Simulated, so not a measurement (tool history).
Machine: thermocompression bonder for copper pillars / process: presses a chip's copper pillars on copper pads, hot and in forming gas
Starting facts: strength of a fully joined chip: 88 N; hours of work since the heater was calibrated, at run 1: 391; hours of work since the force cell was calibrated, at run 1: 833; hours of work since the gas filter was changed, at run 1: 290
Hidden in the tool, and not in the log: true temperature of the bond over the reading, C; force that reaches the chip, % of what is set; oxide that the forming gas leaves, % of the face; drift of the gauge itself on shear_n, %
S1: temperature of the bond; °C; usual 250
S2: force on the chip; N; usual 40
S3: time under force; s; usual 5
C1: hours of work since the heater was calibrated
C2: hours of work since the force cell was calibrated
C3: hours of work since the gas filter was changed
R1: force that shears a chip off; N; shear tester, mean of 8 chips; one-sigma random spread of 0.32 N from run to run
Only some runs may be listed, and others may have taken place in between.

| run | hour | S1 | S2 | S3 | C1 | C2 | C3 | R1 |
|---|---|---|---|---|---|---|---|---|
| 1 | 0 | 250 | 40 | 5 | 391 | 833 | 290 | 59.5 |
| 2 | 60.7 | 250 | 40 | 5 | 432 | 873 | 330 | 58.8 |
| 3 | 135.3 | 250 | 40 | 5 | 481 | 923 | 380 | 58.4 |
| 4 | 212.1 | 238 | 40 | 5 | 532 | 974 | 431 | 51.7 |
| 5 | 262 | 250 | 46 | 5 | 566 | 1007 | 464 | 63.5 |
|  | 300.3 | forming gas filter changed |
| 6 | 338.9 | 250 | 40 | 7 | 616 | 1058 | 26 | 64.4 |
| 7 | 406.1 | 250 | 40 | 5 | 661 | 1103 | 70 | 59 |
| 8 | 460.3 | 250 | 40 | 5 | 697 | 1139 | 106 | 59.3 |
| 9 | 497.9 | 250 | 40 | 5 | 722 | 1164 | 131 | 58.8 |
| 10 | 562.5 | 250 | 40 | 5 | 765 | 1207 | 175 | 59.6 |
| 11 | 603.2 | 250 | 40 | 5 | 792 | 1234 | 202 | 59.2 |
| 12 | 645.4 | 250 | 40 | 5 | 820 | 1262 | 230 | 58.6 |
| 13 | 678.8 | 261 | 40 | 5 | 843 | 1284 | 252 | 65.2 |
| 14 | 739.6 | 261 | 40 | 5 | 883 | 1325 | 292 | 64.6 |
| 15 | 798.5 | 250 | 40 | 5 | 922 | 1364 | 332 | 59.7 |
| 16 | 851.3 | 250 | 40 | 5 | 957 | 1399 | 367 | 58.9 |
|  | 882 | force cell calibrated |
| 17 | 923.8 | 250 | 40 | 9 | 1005 | 28 | 414 | 68.1 |
| 18 | 997.2 | 250 | 34 | 9 | 1054 | 77 | 463 | 63.3 |
|  | 1034.4 | forming gas filter changed |
| 19 | 1050.2 | 250 | 40 | 5 | 1089 | 112 | 10 | 59 |
| 20 | 1091.1 | 250 | 40 | 5 | 1116 | 139 | 38 | 59.5 |
| 21 | 1158.3 | 250 | 39 | 3 | 1161 | 184 | 82 | 50.3 |
| 22 | 1221.2 | 232 | 30 | 8 | 1202 | 225 | 124 | 47.7 |
| 23 | 1254.3 | 230 | 30 | 5 | 1224 | 247 | 146 | 39.4 |
| 24 | 1310.4 | 250 | 40 | 3 | 1262 | 285 | 184 | 50.9 |
| 25 | 1348.8 | 250 | 40 | 3 | 1287 | 310 | 209 | 50.5 |
| 26 | 1400 | 250 | 26 | 12 | 1321 | 344 | 243 | 60.5 |
| 27 | 1445.1 | 268 | 56 | 9 | 1351 | 374 | 273 | 82.5 |
| 28 | 1480.6 | 257 | 56 | 9 | 1375 | 398 | 297 | 79.6 |
| 29 | 1555.3 | 250 | 51 | 3 | 1425 | 448 | 347 | 58 |
| 30 | 1624.4 | 250 | 42 | 3 | 1471 | 494 | 393 | 52.5 |
| 31 | 1669.8 | 268 | 50 | 3 | 1501 | 524 | 423 | 66.8 |
| 32 | 1738.8 | 264 | 49 | 15 | 1547 | 570 | 469 | 83 |
|  | 1769.3 | forming gas filter changed |
| 33 | 1771.9 | 264 | 49 | 15 | 1569 | 592 | 2 | 83.4 |
| 34 | 1841.4 | 271 | 53 | 4 | 1615 | 638 | 48 | 74 |
| 35 | 1904.8 | 271 | 53 | 4 | 1657 | 680 | 90 | 72.7 |
|  | 1922.8 | heater calibrated with a thermocouple chip |
| 36 | 1969.3 | 271 | 53 | 11 | 31 | 722 | 132 | 83.8 |
| 37 | 2022.5 | 271 | 43 | 11 | 66 | 757 | 167 | 79.7 |
| 38 | 2079.5 | 223 | 43 | 11 | 104 | 795 | 205 | 57.7 |
| 39 | 2151.6 | 223 | 43 | 11 | 152 | 843 | 253 | 57.4 |

Consider 3 possible next runs. They are alternatives, not a sequence: every one starts from the tool as it was left by run 39. What does each give?
| A | 2196.6 | 223 | 40 | 3 | 182 | 873 | 283 | ? |
| B | 2196.6 | 250 | 35 | 11 | 182 | 873 | 283 | ? |
| C | 2196.6 | 223 | 59 | 14 | 182 | 873 | 283 | ? |

| run | R1 |
|---|---|
| A | 36.4 |
| B | 66.9 |
| C | 70.3 |
Stripped of hidden state, with their random variation kept, the same runs would have yielded:
| run | R1 |
|---|---|
| A | 36.4 |
| B | 66.9 |
| C | 70.3 |

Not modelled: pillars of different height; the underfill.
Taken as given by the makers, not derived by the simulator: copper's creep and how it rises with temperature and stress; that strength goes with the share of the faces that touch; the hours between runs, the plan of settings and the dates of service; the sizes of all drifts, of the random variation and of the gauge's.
